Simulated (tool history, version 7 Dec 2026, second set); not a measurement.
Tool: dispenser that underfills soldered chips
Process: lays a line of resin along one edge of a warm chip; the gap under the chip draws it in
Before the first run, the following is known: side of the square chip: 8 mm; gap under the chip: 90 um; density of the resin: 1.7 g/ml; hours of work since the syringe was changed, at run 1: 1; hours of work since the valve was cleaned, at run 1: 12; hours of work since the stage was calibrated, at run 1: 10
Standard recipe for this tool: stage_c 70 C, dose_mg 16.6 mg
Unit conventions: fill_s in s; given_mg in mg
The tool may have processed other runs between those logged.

run    day  stage_c  dose_mg  hours of work since the syringe was changed  hours of work since the valve was cleaned  hours of work since the stage was calibrated  fill_s  given_mg
  1  0.000       70     16.6                                            1                                         12                                            10    16.7     16.48
  2  0.283       78     16.6                                            5                                         16                                            14    16.6     16.47
     0.412  -- new syringe of resin
  3  0.804       78     16.6                                            6                                         24                                            22    17.5     16.38
     0.867  -- new syringe of resin
     1.321  -- new syringe of resin
  4  1.442       78     16.6                                            2                                         34                                            32    13.0     16.26
     1.788  -- new syringe of resin
  5  2.096       78     16.6                                            5                                         44                                            42    15.2     16.15
     2.262  -- new syringe of resin
  6  2.388       70     16.6                                            2                                         48                                            47    17.9     16.12
     2.638  -- dispensing valve cleaned and set on the balance
     2.762  -- new syringe of resin
  7  3.071       70     16.6                                            5                                          7                                            56    21.9     16.52
     3.254  -- new syringe of resin
  8  3.538       70     16.6                                            4                                         14                                            64    21.7     16.46
     3.729  -- new syringe of resin
  9  3.904       70     16.6                                            3                                         19                                            69    19.6     16.48
     4.192  -- new syringe of resin
 10  4.288       70     16.6                                            1                                         25                                            75    17.1     16.35
     4.662  -- new syringe of resin
 11  4.900       75     14.5                                            4                                         35                                            85    16.0     14.22
     5.146  -- new syringe of resin
 12  5.454       75     14.5                                            5                                         43                                            93    17.7     14.19
     5.604  -- new syringe of resin
 13  5.767       69     19.6                                            3                                         48                                            98    19.2     19.10
     6.017  -- dispensing valve cleaned and set on the balance
     6.100  -- new syringe of resin
 14  6.154       84     18.2                                            1                                          2                                           103     9.3     18.32
     6.550  -- new syringe of resin
 15  6.579       60     16.4                                            0                                          8                                           110    24.9     16.41
     7.004  -- new syringe of resin
 16  7.162       58     16.4                                            3                                         18                                           119    31.5     16.26

Alternative continuations, all from the tool just after run 16; predict every row:
     7.471  -- new syringe of resin
  A  7.667       60     14.6                                            3                                         25                                           126       ?         ?
     7.471  -- new syringe of resin
  B  7.667       62     20.0                                            3                                         25                                           126       ?         ?
     7.471  -- new syringe of resin
  C  7.667       66     20.8                                            3                                         25                                           126       ?         ?
     7.471  -- new syringe of resin
  D  7.667       58     17.6                                            3                                         25                                           126       ?         ?
     7.471  -- new syringe of resin
  E  7.667       74     16.7                                            3                                         25                                           126       ?         ?

run  fill_s  given_mg
  A    29.7     14.44
  B    27.2     19.78
  C    22.8     20.60
  D    32.3     17.42
  E    15.9     16.52
With no hidden state in the tool, these same runs would have given:
run  fill_s  given_mg
  A    24.8     14.59
  B    22.8     20.00
  C    19.1     20.82
  D    27.0     17.60
  E    13.2     16.70

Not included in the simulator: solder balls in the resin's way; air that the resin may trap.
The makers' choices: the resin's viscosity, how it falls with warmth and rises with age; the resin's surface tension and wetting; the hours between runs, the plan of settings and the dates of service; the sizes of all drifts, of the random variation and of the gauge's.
